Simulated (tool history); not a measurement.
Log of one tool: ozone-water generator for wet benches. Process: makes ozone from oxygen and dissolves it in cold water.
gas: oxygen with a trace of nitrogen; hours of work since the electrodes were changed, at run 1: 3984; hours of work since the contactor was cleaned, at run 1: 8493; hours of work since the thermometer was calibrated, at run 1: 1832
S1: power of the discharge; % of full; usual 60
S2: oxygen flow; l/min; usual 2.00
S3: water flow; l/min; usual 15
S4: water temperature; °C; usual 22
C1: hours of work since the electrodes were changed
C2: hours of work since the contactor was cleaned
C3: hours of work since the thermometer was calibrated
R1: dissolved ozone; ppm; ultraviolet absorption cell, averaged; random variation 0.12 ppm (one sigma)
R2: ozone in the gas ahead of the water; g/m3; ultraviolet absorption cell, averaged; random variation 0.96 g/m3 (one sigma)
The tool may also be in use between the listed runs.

| run | hour | S1 | S2 | S3 | S4 | C1 | C2 | C3 | R1 | R2 |
|---|---|---|---|---|---|---|---|---|---|---|
| 1 | 0.0 | 60 | 2.00 | 15 | 22 | 3984 | 8493 | 1832 | 8.5 | 151.2 |
| 2 | 156.0 | 60 | 2.00 | 15 | 22 | 4110 | 8618 | 1958 | 8.2 | 148.9 |
| 3 | 222.2 | 60 | 2.00 | 15 | 22 | 4163 | 8671 | 2011 | 8.1 | 149.7 |
| 4 | 368.9 | 60 | 2.00 | 15 | 22 | 4281 | 8789 | 2129 | 8.2 | 151.0 |
| 5 | 437.4 | 60 | 2.00 | 15 | 22 | 4336 | 8844 | 2184 | 8.3 | 150.0 |
| 6 | 565.3 | 60 | 2.00 | 15 | 22 | 4439 | 8947 | 2287 | 8.2 | 148.9 |
|  | 644.7 | contactor cleaned |
| 7 | 662.1 | 60 | 2.00 | 15 | 22 | 4513 | 14 | 2361 | 8.6 | 148.4 |
| 8 | 777.7 | 60 | 2.10 | 15 | 22 | 4606 | 107 | 2454 | 9.0 | 145.7 |
| 9 | 848.3 | 60 | 2.10 | 15 | 22 | 4663 | 164 | 2511 | 8.9 | 145.8 |
|  | 885.9 | water thermometer calibrated |
| 10 | 1001.3 | 60 | 1.34 | 15 | 22 | 4786 | 286 | 93 | 7.5 | 170.3 |
| 11 | 1159.8 | 60 | 1.34 | 15 | 22 | 4913 | 414 | 220 | 7.5 | 169.6 |
| 12 | 1273.2 | 60 | 1.34 | 15 | 15 | 5004 | 505 | 311 | 7.9 | 171.4 |
| 13 | 1379.8 | 99 | 1.34 | 15 | 15 | 5090 | 591 | 397 | 10.2 | 224.7 |
| 14 | 1456.4 | 99 | 1.34 | 15 | 15 | 5152 | 652 | 459 | 10.3 | 225.4 |
| 15 | 1587.4 | 99 | 1.34 | 15 | 15 | 5257 | 758 | 564 | 10.4 | 222.3 |
| 16 | 1664.2 | 70 | 2.00 | 15 | 22 | 5319 | 819 | 626 | 9.3 | 159.3 |
| 17 | 1784.0 | 70 | 2.00 | 15 | 22 | 5415 | 916 | 722 | 9.5 | 159.1 |
| 18 | 1866.0 | 70 | 2.00 | 15 | 22 | 5481 | 982 | 788 | 9.1 | 159.5 |
| 19 | 1961.1 | 70 | 2.00 | 15 | 26 | 5557 | 1058 | 865 | 9.0 | 158.5 |
| 20 | 2038.4 | 70 | 2.00 | 15 | 26 | 5619 | 1120 | 927 | 8.9 | 157.5 |
| 21 | 2129.4 | 99 | 2.00 | 18 | 22 | 5693 | 1193 | 1000 | 9.6 | 192.0 |
| 22 | 2229.8 | 99 | 2.00 | 18 | 22 | 5773 | 1274 | 1081 | 9.3 | 189.3 |
| 23 | 2382.7 | 46 | 1.86 | 10 | 28 | 5896 | 1397 | 1204 | 9.3 | 127.6 |
| 24 | 2514.6 | 46 | 3.17 | 10 | 14 | 6002 | 1503 | 1310 | 12.4 | 105.3 |
| 25 | 2589.2 | 61 | 1.02 | 15 | 17 | 6062 | 1563 | 1370 | 6.8 | 185.8 |
| 26 | 2685.6 | 61 | 1.02 | 15 | 17 | 6140 | 1641 | 1447 | 6.6 | 184.6 |
| 27 | 2767.1 | 61 | 1.02 | 15 | 17 | 6205 | 1706 | 1513 | 6.6 | 184.1 |
| 28 | 2903.8 | 61 | 1.02 | 15 | 17 | 6315 | 1816 | 1622 | 6.6 | 182.7 |
| 29 | 3015.7 | 61 | 1.02 | 15 | 17 | 6405 | 1906 | 1712 | 6.5 | 182.8 |
| 30 | 3140.3 | 60 | 2.00 | 15 | 14 | 6505 | 2006 | 1813 | 9.0 | 144.3 |
| 31 | 3207.5 | 60 | 2.68 | 10 | 20 | 6559 | 2060 | 1867 | 12.5 | 127.6 |
| 32 | 3354.3 | 60 | 1.62 | 15 | 26 | 6677 | 2178 | 1985 | 7.4 | 152.0 |
| 33 | 3456.2 | 44 | 2.79 | 15 | 29 | 6759 | 2260 | 2067 | 6.9 | 106.5 |

Hidden state at the last listed run before each entry between runs and at the first one after, where it differs:
Between runs 6 and 7: contactor cleaned (hour 644.7)
  yield of the discharge, % of new electrodes': 90.6 -> 90.4; contactor's efficiency, % of a clean one's: 87.8 -> 99.1
  measured less the result without the state, R1: -1.5 -> -0.9 ppm; R2: -14.0 -> -14.2 g/m3
Between runs 9 and 10: water thermometer calibrated (hour 885.9)
  yield of the discharge, % of new electrodes': 90.1 -> 89.8; contactor's efficiency, % of a clean one's: 98.9 -> 98.8; true water temperature over the reading, C: 0.13 -> 0.01
  measured less the result without the state, R1: -0.9 -> -0.8 ppm; R2: -14.5 -> -17.5 g/m3

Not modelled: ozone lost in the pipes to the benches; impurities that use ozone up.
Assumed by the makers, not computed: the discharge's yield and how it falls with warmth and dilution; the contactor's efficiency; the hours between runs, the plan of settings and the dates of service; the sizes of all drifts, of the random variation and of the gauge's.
